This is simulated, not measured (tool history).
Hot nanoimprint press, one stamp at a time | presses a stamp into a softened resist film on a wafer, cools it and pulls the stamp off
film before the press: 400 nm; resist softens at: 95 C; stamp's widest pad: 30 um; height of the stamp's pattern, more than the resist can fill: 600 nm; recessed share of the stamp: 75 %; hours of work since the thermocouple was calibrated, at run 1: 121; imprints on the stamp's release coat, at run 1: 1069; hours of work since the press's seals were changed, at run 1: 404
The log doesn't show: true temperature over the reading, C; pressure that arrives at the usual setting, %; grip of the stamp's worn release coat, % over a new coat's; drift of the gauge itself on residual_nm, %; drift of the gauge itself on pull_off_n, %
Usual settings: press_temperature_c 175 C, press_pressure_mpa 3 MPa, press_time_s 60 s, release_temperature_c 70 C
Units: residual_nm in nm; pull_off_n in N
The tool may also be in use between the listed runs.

| run | hour | press_temperature_c | press_pressure_mpa | press_time_s | release_temperature_c | hours of work since the thermocouple was calibrated | imprints on the stamp's release coat | hours of work since the press's seals were changed | residual_nm | pull_off_n |
|---|---|---|---|---|---|---|---|---|---|---|
| 1 | 0 | 175 | 3 | 60 | 70 | 121 | 1069 | 404 | 148.7 | 166 |
| 2 | 37.5 | 175 | 3 | 60 | 70 | 140 | 1156 | 423 | 147.1 | 172 |
| 3 | 55.6 | 175 | 3 | 60 | 70 | 149 | 1198 | 432 | 148.8 | 172 |
| 4 | 94.6 | 175 | 3 | 35 | 70 | 170 | 1288 | 453 | 179.5 | 180 |
| 5 | 132.5 | 175 | 3 | 60 | 70 | 189 | 1376 | 472 | 146.7 | 181 |
| 6 | 170.4 | 174 | 3 | 60 | 70 | 209 | 1464 | 492 | 151.9 | 189 |
| 7 | 195.5 | 174 | 3 | 60 | 70 | 222 | 1522 | 505 | 153.2 | 187 |
| 8 | 221 | 175 | 3 | 60 | 70 | 235 | 1581 | 518 | 147.2 | 196 |
| 9 | 238.8 | 175 | 3 | 60 | 70 | 245 | 1622 | 528 | 146.1 | 199 |
| 10 | 263.9 | 174 | 3 | 60 | 70 | 258 | 1680 | 541 | 151.8 | 199 |
| 11 | 284.4 | 174 | 3 | 60 | 70 | 268 | 1728 | 551 | 151 | 197 |
| 12 | 320.9 | 174 | 3 | 60 | 70 | 287 | 1813 | 570 | 152.9 | 201 |
| 13 | 344.6 | 174 | 3 | 60 | 70 | 300 | 1867 | 583 | 151.1 | 219 |
| 14 | 363.8 | 174 | 3 | 71 | 70 | 310 | 1912 | 593 | 143.6 | 210 |
| 15 | 385.9 | 174 | 3 | 56 | 70 | 321 | 1963 | 604 | 156 | 209 |
|  | 394.9 | stamp cleaned and given a new release coat |
| 16 | 417.8 | 174 | 4.53 | 56 | 58 | 335 | 53 | 618 | 127.5 | 144 |
|  | 422.5 | plate thermocouple calibrated |
| 17 | 443.3 | 174 | 4.53 | 107 | 58 | 11 | 105 | 629 | 94.4 | 145 |
| 18 | 480.3 | 174 | 2.6 | 50 | 65 | 30 | 191 | 649 | 169.1 | 133 |
| 19 | 517.2 | 175 | 3 | 35 | 70 | 49 | 277 | 668 | 176.2 | 131 |
| 20 | 544.2 | 181 | 4.32 | 61 | 70 | 63 | 339 | 682 | 91.2 | 134 |
|  | 572.6 | plate thermocouple calibrated, once more |
| 21 | 586.3 | 175 | 4.23 | 60 | 70 | 7 | 430 | 702 | 128.4 | 139 |
| 22 | 622 | 175 | 2.27 | 60 | 73 | 26 | 512 | 721 | 172 | 136 |
| 23 | 642.7 | 179 | 3 | 60 | 77 | 36 | 560 | 731 | 130.1 | 130 |
| 24 | 665.6 | 179 | 3 | 60 | 77 | 48 | 613 | 743 | 127.2 | 130 |
| 25 | 704.8 | 175 | 3 | 52 | 73 | 69 | 704 | 764 | 162.7 | 145 |
| 26 | 737.7 | 175 | 3 | 52 | 73 | 86 | 780 | 781 | 161.9 | 148 |
| 27 | 776 | 175 | 3 | 61 | 73 | 106 | 869 | 801 | 152.1 | 154 |
| 28 | 803.9 | 175 | 3 | 61 | 73 | 120 | 934 | 815 | 150.5 | 156 |
| 29 | 841.2 | 183 | 1.87 | 59 | 70 | 140 | 1020 | 835 | 138.1 | 167 |

How the hidden state differs across the entries between the runs, from the last listed run before each to the first after it:
Between runs 15 and 16: stamp cleaned and given a new release coat (hour 394.9)
  true temperature over the reading, C: 1.05 -> 1.09; pressure that arrives at the usual setting, %: 95.76 -> 95.68; grip of the stamp's worn release coat, % over a new coat's: 78.1 -> 1.9
  measured less the result without the state, residual_nm: -3.4 -> -1.5 nm; pull_off_n: +90 -> +1 N
Between runs 16 and 17: plate thermocouple calibrated (hour 422.5)
  true temperature over the reading, C: 1.09 -> 1.78; pressure that arrives at the usual setting, %: 95.68 -> 95.6; grip of the stamp's worn release coat, % over a new coat's: 1.9 -> 3.7
  measured less the result without the state, residual_nm: -1.5 -> -4.1 nm; pull_off_n: +1 -> +2 N
Between runs 20 and 21: plate thermocouple calibrated, once more (hour 572.6)
  true temperature over the reading, C: 1.93 -> -0.08; pressure that arrives at the usual setting, %: 95.26 -> 95.12; grip of the stamp's worn release coat, % over a new coat's: 12.2 -> 15.5
  measured less the result without the state, residual_nm: -3.8 -> +5.3 nm; pull_off_n: +11 -> +19 N
